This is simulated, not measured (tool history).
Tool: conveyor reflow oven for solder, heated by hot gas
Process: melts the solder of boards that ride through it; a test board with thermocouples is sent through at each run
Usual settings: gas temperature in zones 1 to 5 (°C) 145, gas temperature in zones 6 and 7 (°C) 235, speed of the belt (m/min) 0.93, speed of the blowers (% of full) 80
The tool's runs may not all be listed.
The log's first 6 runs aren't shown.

run   hour  gas temperature in zones 1 to 5 (°C)  gas temperature in zones 6 and 7 (°C)  speed of the belt (m/min)  speed of the blowers (% of full)  hours of work since the flux was cleaned out  hours of work since the belt drive was overhauled  hours of work since the thermocouples were changed  highest temperature of the board (°C)  time above the solder's melting point (s)
  7  167.5                                   145                                    235                      0.905                                80                                            91                                                848                                                1114                                  222.3                                      44.25
  8  182.8                                   145                                    235                       0.93                                80                                           104                                                860                                                1126                                  221.4                                       42.6
  9  214.5                                   145                                    235                       0.93                                80                                           129                                                885                                                1151                                  221.7                                      42.56
 10  243.3                                   145                                    235                      0.902                                80                                           152                                                908                                                1174                                  221.9                                      44.38
 11  258.6                                   145                                    235                       0.93                                80                                           164                                                920                                                1186                                  221.4                                      42.69
 12  291.2                                   145                                    235                       0.93                                80                                           190                                                946                                                1212                                  221.3                                      42.71
     317.6  -- flux residue cleaned out of gas plates and filters
 13  320.2                                   145                                    235                       0.93                                80                                             2                                                965                                                1231                                  221.6                                      42.73
 14  350.8                                   145                                    235                       0.93                                80                                            26                                                990                                                1255                                  221.6                                       42.6
 15  380.5                                   145                                    235                       0.93                                80                                            50                                               1013                                                1279                                  221.4                                      42.66
 16  412.4                                   145                                    235                       0.93                                80                                            75                                               1038                                                1304                                    221                                      42.48
 17  436.9                                   157                                    247                      0.924                                53                                            95                                               1058                                                1323                                    229                                      49.07
 18  451.3                                   144                                    247                      0.928                                75                                           106                                               1069                                                1335                                  231.4                                       46.1
 19  485.2                                   133                                    247                      0.966                                75                                           133                                               1096                                                1362                                  227.8                                      40.81
     498.4  -- thermocouples of zones 6 and 7 changed
 20  506.3                                   150                                    235                       0.93                                74                                           148                                               1111                                                   6                                    221                                      43.87
 21  527.6                                   132                                    235                       0.93                                86                                           165                                               1128                                                  23                                  220.2                                      39.23
 22  559.3                                   145                                    235                      1.024                                80                                           190                                               1153                                                  48                                  218.6                                      37.38
 23    576                                   145                                    235                      1.024                                80                                           203                                               1167                                                  62                                  218.4                                      37.27
     586.1  -- flux residue cleaned out of gas plates and filters
 24  614.3                                   134                                    235                      1.074                                80                                            22                                               1193                                                  88                                  215.1                                       31.2
 25  646.3                                   134                                    239                      1.074                                80                                            48                                               1218                                                 113                                  218.8                                       32.8
 26  674.7                                   145                                    225                       0.93                                80                                            70                                               1241                                                 136                                  212.8                                      38.49

The next listed run, before its measurement:
 27  699.2                                   145                                    229                      1.116                                80                                            90                                               1260                                                 155                                      ?                                          ?

Run 27 gave highest temperature of the board (°C) 211.4, time above the solder's melting point (s) 30.37.
Without the tool's hidden state the same run would have given highest temperature of the board (°C) 211.4, time above the solder's melting point (s) 30.37.
